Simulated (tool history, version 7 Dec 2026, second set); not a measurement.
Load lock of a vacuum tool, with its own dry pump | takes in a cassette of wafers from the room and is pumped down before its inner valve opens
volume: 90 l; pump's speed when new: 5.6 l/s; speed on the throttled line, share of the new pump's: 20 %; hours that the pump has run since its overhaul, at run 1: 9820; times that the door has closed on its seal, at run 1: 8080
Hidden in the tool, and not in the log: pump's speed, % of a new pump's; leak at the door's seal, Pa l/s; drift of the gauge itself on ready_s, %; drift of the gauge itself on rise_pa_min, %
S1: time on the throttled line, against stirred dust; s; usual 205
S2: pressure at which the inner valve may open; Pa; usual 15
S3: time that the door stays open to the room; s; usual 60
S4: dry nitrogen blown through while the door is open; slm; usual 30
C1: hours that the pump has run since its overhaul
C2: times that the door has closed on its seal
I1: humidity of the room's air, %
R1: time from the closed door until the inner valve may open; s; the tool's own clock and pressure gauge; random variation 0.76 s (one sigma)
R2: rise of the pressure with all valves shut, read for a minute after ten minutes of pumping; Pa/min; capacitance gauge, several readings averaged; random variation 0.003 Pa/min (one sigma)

Run 1, day 0.000: usual settings; C1 9820; C2 8080; I1 46.3. Result: R1 319.2 s, R2 0.085 Pa/min.
At day 0.971: dry pump taken out, an overhauled one fitted.
Run 2, day 7.742: usual settings; C1 162; C2 8440; I1 49.0. Result: R1 307.1 s, R2 0.085 Pa/min.
Run 3, day 12.342: usual settings; C1 273; C2 8661; I1 46.2. Result: R1 307.3 s, R2 0.093 Pa/min.
Run 4, day 18.433: usual settings; C1 419; C2 8954; I1 45.8. Result: R1 308.5 s, R2 0.096 Pa/min.
Run 5, day 26.596: usual settings; C1 615; C2 9347; I1 46.1. Result: R1 306.9 s, R2 0.101 Pa/min.
Run 6, day 30.825: usual settings but S1 308 s; C1 716; C2 9550; I1 44.0. Result: R1 392.1 s, R2 0.106 Pa/min.
Run 7, day 35.538: usual settings but S1 308 s; C1 830; C2 9777; I1 45.9. Result: R1 389.8 s, R2 0.113 Pa/min.
Run 8, day 42.221: usual settings; C1 990; C2 10098; I1 41.6. Result: R1 309.6 s, R2 0.109 Pa/min.
Run 9, day 48.362: usual settings; C1 1137; C2 10393; I1 46.0. Result: R1 307.4 s, R2 0.118 Pa/min.
Run 10, day 52.354: usual settings; C1 1233; C2 10585; I1 47.0. Result: R1 307.7 s, R2 0.118 Pa/min.
Run 11, day 56.008: usual settings but S4 15 slm; C1 1321; C2 10761; I1 43.6. Result: R1 307.4 s, R2 0.120 Pa/min.
Run 12, day 59.488: usual settings but S4 15 slm; C1 1404; C2 10928; I1 46.3. Result: R1 308.7 s, R2 0.128 Pa/min.
Run 13, day 64.204: usual settings but S4 15 slm; C1 1518; C2 11155; I1 43.4. Result: R1 308.6 s, R2 0.136 Pa/min.
Run 14, day 70.625: usual settings but S4 15 slm; C1 1672; C2 11464; I1 48.2. Result: R1 308.2 s, R2 0.143 Pa/min.
Run 15, day 75.338: usual settings but S4 15 slm; C1 1785; C2 11690; I1 47.3. Result: R1 308.5 s, R2 0.146 Pa/min.
Run 16, day 81.638: usual settings but S1 112 s; C1 1936; C2 11993; I1 44.5. Result: R1 234.0 s, R2 0.137 Pa/min.
Run 17, day 86.879: usual settings; C1 2062; C2 12245; I1 45.1. Result: R1 308.5 s, R2 0.138 Pa/min.
Run 18, day 95.158: usual settings; C1 2260; C2 12644; I1 47.1. Result: R1 309.2 s, R2 0.154 Pa/min.
Run 19, day 102.817: usual settings; C1 2444; C2 13012; I1 40.6. Result: R1 309.1 s, R2 0.153 Pa/min.
Run 20, day 109.988: usual settings but S2 18 Pa; C1 2616; C2 13357; I1 44.1. Result: R1 307.7 s, R2 0.166 Pa/min.
Run 21, day 115.717: usual settings but S1 107 s, S2 19 Pa, S3 115 s, S4 40 slm; C1 2754; C2 13632; I1 43.7. Result: R1 226.0 s, R2 0.170 Pa/min.
Run 22, day 122.388: usual settings but S1 135 s, S3 196 s; C1 2914; C2 13953; I1 48.9. Result: R1 254.1 s, R2 0.194 Pa/min.
Run 23, day 129.317: usual settings but S1 135 s, S2 13 Pa, S3 184 s, S4 21 slm; C1 3080; C2 14286; I1 45.5. Result: R1 255.9 s, R2 0.193 Pa/min.
Run 24, day 133.354: usual settings but S1 213 s, S2 10 Pa, S3 31 s; C1 3177; C2 14480; I1 44.7. Result: R1 324.9 s, R2 0.183 Pa/min.
Run 25, day 139.338: usual settings but S1 231 s, S2 10 Pa, S3 35 s; C1 3321; C2 14768; I1 47.6. Result: R1 337.9 s, R2 0.185 Pa/min.
Run 26, day 143.188: usual settings but S1 181 s, S3 34 s; C1 3413; C2 14953; I1 44.1. Result: R1 291.5 s, R2 0.182 Pa/min.
Run 27, day 146.746: usual settings but S1 187 s, S3 46 s, S4 10 slm; C1 3499; C2 15124; I1 43.9. Result: R1 295.7 s, R2 0.201 Pa/min.
Run 28, day 152.571: usual settings but S1 379 s, S2 14 Pa, S4 36 slm; C1 3638; C2 15404; I1 46.6. Result: R1 451.0 s, R2 0.201 Pa/min.
Run 29, day 157.529: usual settings but S2 13 Pa, S3 93 s, S4 12 slm; C1 3757; C2 15643; I1 40.7. Result: R1 314.1 s, R2 0.216 Pa/min.
Run 30, day 163.546: usual settings but S1 282 s; C1 3902; C2 15932; I1 47.7. Result: R1 373.2 s, R2 0.206 Pa/min.
Run 31, day 167.833: usual settings but S1 282 s; C1 4005; C2 16138; I1 43.6. Result: R1 374.8 s, R2 0.215 Pa/min.
Run 32, day 173.808: usual settings but S1 359 s, S4 26 slm; C1 4148; C2 16426; I1 42.4. Result: R1 434.8 s, R2 0.208 Pa/min.
Run 33, day 179.762: usual settings but S2 11 Pa, S4 4 slm; C1 4291; C2 16712; I1 43.5. Result: R1 316.8 s, R2 0.248 Pa/min.
Run 34, day 183.883: usual settings but S1 261 s, S2 11 Pa, S4 5 slm; C1 4390; C2 16910; I1 45.9. Result: R1 362.7 s, R2 0.249 Pa/min.
Run 35, day 188.642: usual settings but S1 261 s, S2 11 Pa, S4 27 slm; C1 4504; C2 17139; I1 47.3. Result: R1 361.1 s, R2 0.240 Pa/min.
Run 36, day 192.400: usual settings but S1 176 s, S3 41 s, S4 41 slm; C1 4594; C2 17319; I1 45.3. Result: R1 289.9 s, R2 0.232 Pa/min.
Run 37, day 200.121: usual settings but S1 127 s, S4 14 slm; C1 4780; C2 17691; I1 45.4. Result: R1 250.3 s, R2 0.248 Pa/min.

4 ways to go on from here, each from the tool as it stands after run 37. What would each give?
Run A, day 205.033: usual settings but S1 389 s, S4 14 slm; C1 4897; C2 17927; I1 46.1. Result: R1 ?, R2 ?.
Run B, day 205.033: usual settings but S1 127 s, S2 10 Pa, S4 14 slm; C1 4897; C2 17927; I1 47.5. Result: R1 ?, R2 ?.
Run C, day 205.033: usual settings but S1 306 s, S2 13 Pa, S4 7 slm; C1 4897; C2 17927; I1 46.1. Result: R1 ?, R2 ?.
Run D, day 205.033: usual settings but S4 8 slm; C1 4897; C2 17927; I1 41.6. Result: R1 ?, R2 ?.

run     R1     R2
  A  459.6  0.259
  B  258.9  0.258
  C  395.9  0.265
  D  311.9  0.264
Without the tool's hidden state the same runs would have given:
run     R1     R2
  A  456.6  0.023
  B  252.8  0.018
  C  391.7  0.027
  D  307.2  0.027
